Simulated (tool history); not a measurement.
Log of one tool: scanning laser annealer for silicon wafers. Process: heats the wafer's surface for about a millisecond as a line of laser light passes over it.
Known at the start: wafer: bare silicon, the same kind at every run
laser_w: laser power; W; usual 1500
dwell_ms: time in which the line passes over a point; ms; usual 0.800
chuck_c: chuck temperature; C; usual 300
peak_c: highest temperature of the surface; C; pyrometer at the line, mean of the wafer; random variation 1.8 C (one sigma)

| run | hour | laser_w | dwell_ms | chuck_c | peak_c |
|---|---|---|---|---|---|
| 1 | 0.0 | 1500 | 0.800 | 300 | 1037 |
| 2 | 11.7 | 1500 | 0.800 | 300 | 1036 |
| 3 | 19.8 | 1500 | 0.800 | 300 | 1034 |
| 4 | 29.2 | 1500 | 0.800 | 300 | 1034 |
| 5 | 41.4 | 1500 | 0.800 | 294 | 1025 |
| 6 | 51.4 | 1500 | 0.800 | 294 | 1024 |
| 7 | 63.3 | 1500 | 0.800 | 294 | 1023 |
| 8 | 72.7 | 1500 | 0.800 | 294 | 1023 |
| 9 | 88.7 | 1500 | 0.708 | 300 | 980 |
|  | 93.2 | window over the wafer cleaned |
| 10 | 101.4 | 1406 | 0.800 | 300 | 1018 |
| 11 | 112.0 | 1406 | 0.800 | 300 | 1016 |
| 12 | 123.0 | 1406 | 0.800 | 300 | 1020 |
| 13 | 137.2 | 1406 | 0.800 | 300 | 1012 |
| 14 | 149.1 | 1500 | 0.800 | 307 | 1072 |
| 15 | 164.0 | 1347 | 0.997 | 300 | 1076 |
|  | 170.3 | optics aligned, line set to its width |
| 16 | 177.0 | 1331 | 0.800 | 332 | 1001 |
| 17 | 184.1 | 1393 | 0.634 | 297 | 909 |
| 18 | 197.3 | 1533 | 0.634 | 297 | 975 |
| 19 | 204.7 | 1533 | 0.634 | 297 | 973 |
| 20 | 218.2 | 1533 | 0.634 | 297 | 975 |
| 21 | 225.1 | 1544 | 0.811 | 300 | 1089 |
| 22 | 233.3 | 1544 | 0.811 | 300 | 1085 |
| 23 | 243.0 | 1336 | 0.920 | 315 | 1040 |
|  | 249.2 | optics aligned, line set to its width, once more |
| 24 | 262.3 | 1315 | 0.792 | 336 | 995 |
| 25 | 274.5 | 1315 | 0.792 | 336 | 997 |
| 26 | 284.2 | 1568 | 0.922 | 323 | 1192 |

Forecast each of these 4 alternatives for the next run:
| A | 297.5 | 1568 | 0.938 | 338 | ? |
| B | 297.5 | 1403 | 0.736 | 323 | ? |
| C | 297.5 | 1568 | 0.955 | 323 | ? |
| D | 297.5 | 1559 | 0.800 | 300 | ? |

| run | peak_c |
|---|---|
| A | 1213 |
| B | 997 |
| C | 1207 |
| D | 1093 |
Without the tool's hidden state the same runs would have given:
| run | peak_c |
|---|---|
| A | 1235 |
| B | 1013 |
| C | 1228 |
| D | 1113 |
